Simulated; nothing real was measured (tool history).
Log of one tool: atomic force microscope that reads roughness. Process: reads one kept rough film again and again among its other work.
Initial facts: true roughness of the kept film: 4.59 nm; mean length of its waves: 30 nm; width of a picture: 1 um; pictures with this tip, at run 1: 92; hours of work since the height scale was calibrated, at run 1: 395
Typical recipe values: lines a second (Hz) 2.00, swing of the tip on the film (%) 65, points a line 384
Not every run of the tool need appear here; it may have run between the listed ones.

run,day,lines a second (Hz),swing of the tip on the film (%),points a line,pictures with this tip,hours of work since the height scale was calibrated,roughness of the kept film (nm (root mean square))
1,0.000,2.00,65,384,92,395,3.608
2,0.967,2.00,65,384,149,413,3.415
3,1.725,2.00,65,384,194,427,3.308
4,2.279,2.00,65,384,227,437,3.239
5,3.304,2.00,65,384,288,456,3.072
6,3.858,2.00,65,384,321,466,2.981
7,4.588,2.00,65,794,364,479,2.894
# day 4.888: new tip fitted
8,5.746,2.00,65,384,51,500,3.718
9,6.333,2.00,65,995,86,510,3.595
10,6.950,0.83,65,995,123,522,3.637
11,7.983,2.00,65,384,184,540,3.309
12,8.450,2.00,65,384,212,549,3.235
13,9.433,0.87,65,384,270,567,3.208
14,9.962,0.87,65,384,301,576,3.139
15,10.542,0.87,65,384,336,587,3.068
16,11.158,0.87,65,936,372,598,3.002
# day 11.275: new tip fitted
17,12.062,0.87,65,936,47,614,3.909
18,12.938,0.87,65,936,98,630,3.759
19,13.829,0.87,65,936,151,646,3.577
20,14.792,2.00,65,384,208,664,3.287
21,15.375,2.00,65,384,243,675,3.209
22,16.438,1.49,65,384,306,694,3.129
23,17.317,1.69,65,259,358,710,2.971
# day 17.671: new tip fitted
24,17.921,2.00,69,710,15,721,3.812
25,18.758,0.67,67,778,64,736,3.889
26,19.675,1.77,65,384,119,753,3.560
27,20.750,1.77,85,434,182,772,3.049
# day 20.896: height scale calibrated on a step standard
28,21.558,1.77,83,953,228,12,3.016
29,22.671,1.57,83,953,294,32,2.897
30,23.517,1.57,70,812,344,48,3.002
31,24.038,2.58,70,812,375,57,2.804
# day 24.150: new tip fitted
32,24.638,2.58,70,812,29,68,3.658
33,25.271,1.64,79,776,67,79,3.552
34,25.950,3.93,75,384,107,92,3.100
35,27.012,1.08,65,409,170,111,3.512
# day 27.867: height scale calibrated on a step standard, once more
36,27.867,2.00,67,337,218,0,3.175
37,28.729,0.80,65,368,269,16,3.219
38,29.262,0.93,56,505,301,25,3.185
39,30.192,0.90,57,1021,356,42,3.072
# day 30.596: new tip fitted
40,31.171,1.75,57,1021,34,60,3.897
41,32.096,0.87,57,273,89,77,3.710
42,33.033,0.87,57,273,144,94,3.534
43,34.108,0.87,61,958,208,113,3.382
44,34.846,1.96,88,388,252,127,2.725

Per-run results on a tool with no hidden state, each run keeping its own random variation:
The hidden state here: radius of the tip, nm; height scale over the true one, %; drift of the gauge itself on roughness_nm, %.
run,roughness of the kept film (nm (root mean square))
1,3.887
2,3.872
3,3.896
4,3.898
5,3.888
6,3.875
7,3.880
8,3.903
9,3.891
10,4.052
11,3.889
12,3.885
13,4.012
14,4.027
15,4.037
16,4.047
17,4.056
18,4.047
19,4.035
20,3.866
21,3.881
22,3.965
23,3.914
24,3.827
25,4.094
26,3.927
27,3.541
28,3.623
29,3.643
30,3.907
31,3.727
32,3.723
33,3.736
34,3.367
35,4.017
36,3.819
37,4.019
38,4.072
39,4.081
40,4.036
41,4.030
42,4.043
43,4.070
44,3.390
